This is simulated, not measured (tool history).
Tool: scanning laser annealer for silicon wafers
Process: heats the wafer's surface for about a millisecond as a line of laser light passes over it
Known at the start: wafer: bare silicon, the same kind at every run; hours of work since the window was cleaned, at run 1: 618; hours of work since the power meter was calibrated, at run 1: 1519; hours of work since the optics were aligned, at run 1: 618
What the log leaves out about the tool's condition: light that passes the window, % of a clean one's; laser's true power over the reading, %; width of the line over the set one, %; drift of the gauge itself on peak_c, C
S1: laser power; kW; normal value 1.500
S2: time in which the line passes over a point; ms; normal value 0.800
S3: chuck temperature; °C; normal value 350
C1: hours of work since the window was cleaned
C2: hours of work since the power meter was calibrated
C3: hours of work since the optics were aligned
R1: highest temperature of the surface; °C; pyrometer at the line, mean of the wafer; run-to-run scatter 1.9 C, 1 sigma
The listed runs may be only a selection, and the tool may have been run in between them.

| run | day | S1 | S2 | S3 | C1 | C2 | C3 | R1 |
|---|---|---|---|---|---|---|---|---|
| 1 | 0.000 | 1.500 | 0.800 | 350 | 618 | 1519 | 618 | 1153 |
| 2 | 2.225 | 1.500 | 0.800 | 350 | 643 | 1543 | 643 | 1153 |
| 3 | 6.025 | 1.500 | 0.800 | 382 | 686 | 1586 | 686 | 1182 |
| 4 | 7.821 | 1.500 | 0.800 | 382 | 706 | 1606 | 706 | 1180 |
| 5 | 11.304 | 1.500 | 0.800 | 382 | 744 | 1645 | 744 | 1179 |
| 6 | 14.571 | 1.500 | 0.800 | 381 | 781 | 1681 | 781 | 1175 |
| 7 | 16.554 | 1.500 | 0.800 | 381 | 803 | 1703 | 803 | 1169 |
| 8 | 19.000 | 1.488 | 0.800 | 350 | 830 | 1731 | 830 | 1131 |
| 9 | 22.054 | 1.488 | 0.800 | 350 | 864 | 1765 | 864 | 1130 |
| 10 | 23.696 | 1.605 | 0.987 | 331 | 883 | 1783 | 883 | 1296 |
| 11 | 25.321 | 1.605 | 0.987 | 331 | 901 | 1801 | 901 | 1295 |

What does the tool deliver on the next run?
| 12 | 28.225 | 1.500 | 0.930 | 385 | 933 | 1833 | 933 | ? |

R1: 1241 °C
Take away the tool's hidden state, keep the run-to-run variation as it was, and the same run would have given R1 1310 °C.

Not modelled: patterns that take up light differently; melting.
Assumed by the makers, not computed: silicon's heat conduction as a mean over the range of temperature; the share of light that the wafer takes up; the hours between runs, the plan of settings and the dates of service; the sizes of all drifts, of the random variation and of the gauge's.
